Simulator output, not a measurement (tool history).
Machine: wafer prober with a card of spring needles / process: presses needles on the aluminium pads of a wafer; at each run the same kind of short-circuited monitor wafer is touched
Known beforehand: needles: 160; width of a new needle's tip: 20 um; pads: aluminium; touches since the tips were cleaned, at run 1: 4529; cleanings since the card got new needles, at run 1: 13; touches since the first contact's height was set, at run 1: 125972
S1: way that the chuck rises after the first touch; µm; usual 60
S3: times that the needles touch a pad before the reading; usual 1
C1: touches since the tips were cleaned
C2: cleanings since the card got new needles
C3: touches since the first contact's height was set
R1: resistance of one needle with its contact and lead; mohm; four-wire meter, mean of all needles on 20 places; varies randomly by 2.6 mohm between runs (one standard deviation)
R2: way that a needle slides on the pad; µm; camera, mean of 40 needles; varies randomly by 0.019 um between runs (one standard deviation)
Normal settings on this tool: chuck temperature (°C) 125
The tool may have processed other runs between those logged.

Run 1, hour 0: usual settings; C1 4529; C2 13; C3 125972. Result: R1 296 mohm, R2 7.86 µm.
At hour 26.2: tips cleaned on abrasive film.
Run 2, hour 34: usual settings; C1 1158; C2 14; C3 130963. Result: R1 295 mohm, R2 7.84 µm.
Run 3, hour 63.2: usual settings; C1 5441; C2 14; C3 135246. Result: R1 299 mohm, R2 7.87 µm.
At hour 82.3: tips cleaned on abrasive film.
Run 4, hour 95.8: usual settings; C1 1983; C2 15; C3 140020. Result: R1 298 mohm, R2 7.86 µm.
Run 5, hour 125.3: usual settings; C1 6328; C2 15; C3 144365. Result: R1 297 mohm, R2 7.89 µm.
At hour 139.2: tips cleaned on abrasive film.
Run 6, hour 167: usual settings; C1 4093; C2 16; C3 150486. Result: R1 296 mohm, R2 7.88 µm.
At hour 196: tips cleaned on abrasive film.
Run 7, hour 209: usual settings; C1 1914; C2 17; C3 156637. Result: R1 295 mohm, R2 7.91 µm.
Run 8, hour 241.9: usual settings but chuck temperature (°C) 96; C1 6758; C2 17; C3 161481. Result: R1 288 mohm, R2 7.91 µm.
At hour 253.8: tips cleaned on abrasive film.
Run 9, hour 272.2: usual settings but chuck temperature (°C) 91; C1 2705; C2 18; C3 165921. Result: R1 282 mohm, R2 7.92 µm.
Run 10, hour 303.5: usual settings but chuck temperature (°C) 91; C1 7295; C2 18; C3 170511. Result: R1 282 mohm, R2 7.95 µm.
At hour 310.3: tips cleaned on abrasive film.
Run 11, hour 331.3: usual settings but S1 53 µm, chuck temperature (°C) 82, S3 2; C1 3082; C2 19; C3 174588. Result: R1 286 mohm, R2 7 µm.
At hour 338.1: height of the first contact set anew.
Run 12, hour 358.3: usual settings but S1 41 µm, chuck temperature (°C) 73, S3 2; C1 7013; C2 19; C3 2978. Result: R1 290 mohm, R2 5.4 µm.
At hour 367.7: tips cleaned on abrasive film.
Run 13, hour 393.6: usual settings but S1 44 µm, chuck temperature (°C) 44; C1 3806; C2 20; C3 8140. Result: R1 278 mohm, R2 5.83 µm.
At hour 405.7: gauge calibrated.
At hour 425.1: tips cleaned on abrasive film.
Run 14, hour 434.5: usual settings but S1 44 µm, chuck temperature (°C) 44; C1 1390; C2 21; C3 14150. Result: R1 276 mohm, R2 5.76 µm.
Run 15, hour 479.9: usual settings but S1 67 µm, S3 2; C1 8059; C2 21; C3 20819. Result: R1 296 mohm, R2 8.82 µm.
At hour 483.1: tips cleaned on abrasive film.
Run 16, hour 521.4: usual settings but S1 67 µm, S3 2; C1 5630; C2 22; C3 26900. Result: R1 299 mohm, R2 8.8 µm.
At hour 541.5: tips cleaned on abrasive film.
Run 17, hour 559: usual settings but S1 53 µm, chuck temperature (°C) 57, S3 2; C1 2580; C2 23; C3 32421. Result: R1 279 mohm, R2 6.96 µm.

How the hidden state differs across the entries between the runs, from the last listed run before each to the first after it:
In the gap between runs 1 and 2: tips cleaned on abrasive film (hour 26.2)
  debris on the tips, nm: 0.9 -> 0.5; drift of the gauge itself on scrub_um, %: 0 -> 0.11
  measured value less the no-hidden-state value, R2: +0 -> +0.01 µm
In the gap between runs 3 and 4: tips cleaned on abrasive film (hour 82.3)
  debris on the tips, nm: 1 -> 0.7; drift of the gauge itself on scrub_um, %: 0.21 -> 0.32
  measured value less the no-hidden-state value, R2: +0.02 -> +0.03 µm
In the gap between runs 5 and 6: tips cleaned on abrasive film (hour 139.2)
  debris on the tips, nm: 1 -> 0.9; drift of the gauge itself on scrub_um, %: 0.42 -> 0.56
  measured value less the no-hidden-state value, R2: +0.03 -> +0.05 µm
In the gap between runs 6 and 7: tips cleaned on abrasive film (hour 196)
  debris on the tips, nm: 0.9 -> 0.7; drift of the gauge itself on scrub_um, %: 0.56 -> 0.7
  measured value less the no-hidden-state value, R2: +0.05 -> +0.05 µm
In the gap between runs 8 and 9: tips cleaned on abrasive film (hour 253.8)
  debris on the tips, nm: 1 -> 0.8; drift of the gauge itself on scrub_um, %: 0.82 -> 0.92
  measured value less the no-hidden-state value, R2: +0.06 -> +0.07 µm
In the gap between runs 10 and 11: tips cleaned on abrasive film (hour 310.3)
  debris on the tips, nm: 1 -> 0.8; drift of the gauge itself on scrub_um, %: 1.02 -> 1.12
  measured value less the no-hidden-state value, R2: +0.08 -> +0.08 µm
In the gap between runs 11 and 12: height of the first contact set anew (hour 338.1)
  debris on the tips, nm: 0.8 -> 1; way that the needles fall short of the set height, um: 0.01 -> 0; drift of the gauge itself on scrub_um, %: 1.12 -> 1.21
  measured value less the no-hidden-state value, R2: +0.08 -> +0.07 µm
In the gap between runs 12 and 13: tips cleaned on abrasive film (hour 367.7)
  debris on the tips, nm: 1 -> 0.9; drift of the gauge itself on scrub_um, %: 1.21 -> 1.33
  measured value less the no-hidden-state value, R2: +0.07 -> +0.07 µm
In the gap between runs 13 and 14: gauge calibrated (hour 405.7); tips cleaned on abrasive film (hour 425.1)
  debris on the tips, nm: 0.9 -> 0.6; drift of the gauge itself on scrub_um, %: 1.33 -> 0.1
  measured value less the no-hidden-state value, R2: +0.07 -> +0.01 µm
In the gap between runs 15 and 16: tips cleaned on abrasive film (hour 483.1)
  drift of the gauge itself on scrub_um, %: 0.25 -> 0.39
  measured value less the no-hidden-state value, R2: +0.03 -> +0.03 µm
In the gap between runs 16 and 17: tips cleaned on abrasive film (hour 541.5)
  debris on the tips, nm: 1 -> 0.8; drift of the gauge itself on scrub_um, %: 0.39 -> 0.52
  measured value less the no-hidden-state value, R2: +0.03 -> +0.03 µm

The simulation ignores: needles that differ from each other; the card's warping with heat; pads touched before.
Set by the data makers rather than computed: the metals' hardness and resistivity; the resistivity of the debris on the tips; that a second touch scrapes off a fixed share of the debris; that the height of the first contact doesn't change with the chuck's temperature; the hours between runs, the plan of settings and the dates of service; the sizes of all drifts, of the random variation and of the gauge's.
